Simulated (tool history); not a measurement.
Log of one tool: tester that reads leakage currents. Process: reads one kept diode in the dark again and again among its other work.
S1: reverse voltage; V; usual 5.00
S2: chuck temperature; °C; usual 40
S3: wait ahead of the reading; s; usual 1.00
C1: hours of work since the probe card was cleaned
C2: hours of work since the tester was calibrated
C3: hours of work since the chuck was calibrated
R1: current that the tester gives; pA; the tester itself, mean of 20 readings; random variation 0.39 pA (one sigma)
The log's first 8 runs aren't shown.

run 9 hour=384.5 | S1=5.00 S2=40 S3=2.20 | C1=721 C2=1397 C3=52 | R1=133.60
run 10 hour=427.5 | S1=5.00 S2=60 S3=1.00 | C1=749 C2=1425 C3=80 | R1=553.88
run 11 hour=474.3 | S1=1.50 S2=40 S3=1.00 | C1=779 C2=1455 C3=110 | R1=78.12
run 12 hour=523.1 | S1=1.50 S2=40 S3=1.00 | C1=810 C2=1487 C3=141 | R1=77.83
run 13 hour=558.5 | S1=1.64 S2=40 S3=1.00 | C1=833 C2=1510 C3=164 | R1=81.22
run 14 hour=606.0 | S1=1.64 S2=40 S3=1.00 | C1=864 C2=1540 C3=195 | R1=81.34
run 15 hour=671.2 | S1=5.00 S2=40 S3=1.00 | C1=906 C2=1582 C3=237 | R1=132.87
run 16 hour=705.8 | S1=5.00 S2=45 S3=1.00 | C1=928 C2=1605 C3=259 | R1=191.41
run 17 hour=766.7 | S1=5.00 S2=45 S3=1.00 | C1=968 C2=1644 C3=299 | R1=191.57
run 18 hour=810.0 | S1=5.00 S2=40 S3=1.00 | C1=996 C2=1672 C3=327 | R1=132.66
run 19 hour=868.9 | S1=5.00 S2=40 S3=1.00 | C1=1034 C2=1710 C3=365 | R1=131.86
run 20 hour=901.6 | S1=5.00 S2=40 S3=1.00 | C1=1055 C2=1731 C3=386 | R1=131.60
run 21 hour=967.6 | S1=1.32 S2=43 S3=8.76 | C1=1097 C2=1774 C3=428 | R1=91.48
run 22 hour=1035.2 | S1=1.56 S2=22 S3=0.76 | C1=1141 C2=1817 C3=472 | R1=19.15
run 23 hour=1084.2 | S1=1.56 S2=24 S3=0.84 | C1=1173 C2=1849 C3=504 | R1=22.49
run 24 hour=1145.8 | S1=5.00 S2=40 S3=0.61 | C1=1212 C2=1889 C3=544 | R1=132.34
run 25 hour=1180.7 | S1=5.00 S2=40 S3=0.61 | C1=1235 C2=1911 C3=566 | R1=132.09
run 26 hour=1220.3 | S1=5.00 S2=52 S3=0.47 | C1=1260 C2=1937 C3=592 | R1=311.44
run 27 hour=1267.9 | S1=5.00 S2=45 S3=9.64 | C1=1291 C2=1968 C3=622 | R1=189.31

Forecast run 28:
run 28 hour=1310.5 | S1=3.99 S2=38 S3=0.74 | C1=1319 C2=1995 C3=650 | R1=?

R1: 102.03 pA
Without the tool's hidden state the same run would have given R1 100.53 pA.
